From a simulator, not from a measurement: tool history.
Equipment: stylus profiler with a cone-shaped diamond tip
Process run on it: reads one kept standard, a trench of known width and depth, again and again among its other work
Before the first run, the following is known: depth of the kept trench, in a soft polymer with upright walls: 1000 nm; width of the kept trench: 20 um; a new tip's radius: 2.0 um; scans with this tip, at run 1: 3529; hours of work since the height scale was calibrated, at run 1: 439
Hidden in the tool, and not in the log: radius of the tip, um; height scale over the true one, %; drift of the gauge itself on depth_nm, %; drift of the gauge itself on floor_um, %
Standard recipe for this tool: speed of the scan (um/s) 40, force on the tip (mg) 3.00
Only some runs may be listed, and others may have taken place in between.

run,day,speed of the scan (um/s),force on the tip (mg),scans with this tip,hours of work since the height scale was calibrated,depth of the trench (angstrom),width of the trench's floor (um)
1,0.000,40,3.00,3529,439,10134.5,16.05
2,3.238,40,3.00,3800,472,10138.7,16.04
3,6.212,40,3.00,4049,503,10137.0,16.10
4,8.538,40,2.69,4244,528,10127.7,16.03
5,10.104,40,2.69,4375,544,10128.3,16.01
6,13.367,40,2.59,4648,578,10118.0,15.95
7,15.229,40,6.29,4804,597,10226.5,15.99
8,17.129,40,3.36,4963,617,10144.3,15.93
9,20.108,40,3.41,5213,648,10144.5,15.90
10,22.033,40,3.41,5374,668,10146.1,15.85
11,23.450,52,3.41,5492,683,10147.4,15.86
12,25.638,40,3.00,5675,705,10131.5,15.90
13,28.779,40,3.00,5939,738,10129.9,15.81
14,31.000,139,3.00,6124,761,10133.6,15.48
15,33.542,139,3.00,6337,788,10129.1,15.47
16,35.854,139,3.00,6531,812,10130.6,15.47
17,38.262,139,3.00,6732,837,10133.8,15.47
18,41.038,40,3.00,6964,866,10129.6,15.70
19,42.962,40,3.00,7126,886,10129.8,15.70
20,45.083,40,3.00,7303,908,10130.7,15.66
21,46.729,40,3.00,7441,925,10133.0,15.65
22,49.204,40,3.00,7648,951,10127.2,15.69
23,50.979,40,3.00,7797,969,10129.6,15.60
24,54.133,114,6.45,8061,1002,10226.8,15.51
25,56.058,105,3.46,8222,1022,10141.5,15.41
26,58.146,51,5.59,8397,1044,10199.4,15.55
27,60.454,51,5.59,8590,1068,10205.4,15.58
28,63.275,80,3.00,8826,1097,10129.3,15.39
29,64.888,62,7.84,8961,1114,10253.9,15.53
30,66.408,16,1.21,9088,1130,10060.8,15.59
# day 66.579: height scale calibrated on a step standard
31,69.529,16,1.08,9348,31,10049.7,15.54
32,71.875,16,1.08,9544,55,10048.2,15.52
33,75.188,31,4.40,9821,90,10161.3,15.49
34,77.854,40,5.70,10045,117,10193.7,15.50
35,80.658,75,1.77,10279,146,10074.6,15.25
# day 82.000: height scale calibrated on a step standard, once more
36,82.508,124,7.91,10433,5,10265.5,15.25
37,83.888,156,3.00,10548,20,10131.6,15.05
38,86.133,68,3.08,10736,43,10140.5,15.27
39,89.438,68,3.08,11012,77,10138.5,15.19
40,90.817,13,1.44,11128,92,10079.8,15.43
41,92.792,16,2.82,11293,112,10129.8,15.37
42,95.550,89,1.63,11524,141,10082.5,15.02
43,98.129,81,7.85,11740,168,10263.5,15.19
44,100.338,81,7.85,11925,191,10257.8,15.18
45,101.996,153,2.58,12064,208,10120.0,14.82
46,104.033,82,4.04,12234,229,10164.7,15.14

Alternative continuations, all from the tool just after run 46; predict every row:
A,106.100,49,2.47,12407,251,?,?
B,106.100,49,3.00,12407,251,?,?
C,106.100,82,3.81,12407,251,?,?
D,106.100,82,3.02,12407,251,?,?

run,depth of the trench (angstrom),width of the trench's floor (um)
A,10112.4,15.14
B,10130.9,15.19
C,10156.4,15.15
D,10131.0,15.04
Stripped of hidden state, with their random variation kept, the same runs would have yielded:
run,depth of the trench (angstrom),width of the trench's floor (um)
A,10123.5,16.32
B,10142.0,16.36
C,10167.6,16.33
D,10142.1,16.22

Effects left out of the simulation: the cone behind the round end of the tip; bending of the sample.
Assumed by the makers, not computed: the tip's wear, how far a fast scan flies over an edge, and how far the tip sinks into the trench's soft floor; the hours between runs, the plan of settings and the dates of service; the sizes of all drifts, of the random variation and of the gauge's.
